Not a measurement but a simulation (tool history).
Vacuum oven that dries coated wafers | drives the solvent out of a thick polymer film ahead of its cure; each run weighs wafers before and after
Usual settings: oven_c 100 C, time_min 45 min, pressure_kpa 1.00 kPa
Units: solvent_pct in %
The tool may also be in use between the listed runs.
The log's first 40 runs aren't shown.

run	hour	oven_c	time_min	pressure_kpa	solvent_pct
41	986.1	90	27	0.95	3.34
42	1020.7	104	43	0.99	0.55
# hour 1043.8: oven's thermocouples calibrated
43	1043.8	102	32	1.45	1.30
44	1072.5	113	31	1.00	0.48
45	1104.0	89	26	3.12	4.37
46	1130.1	107	59	0.80	0.26
47	1157.9	100	45	3.06	1.19
48	1172.1	112	52	1.76	0.37

3 ways to go on from here, each from the tool as it stands after run 48. What would each give?
A	1204.0	100	45	1.46	?
B	1204.0	100	45	0.56	?
C	1204.0	95	45	0.54	?

run	solvent_pct
A	0.84
B	0.69
C	1.05
Without the tool's hidden state the same runs would have given:
run	solvent_pct
A	0.72
B	0.57
C	0.91

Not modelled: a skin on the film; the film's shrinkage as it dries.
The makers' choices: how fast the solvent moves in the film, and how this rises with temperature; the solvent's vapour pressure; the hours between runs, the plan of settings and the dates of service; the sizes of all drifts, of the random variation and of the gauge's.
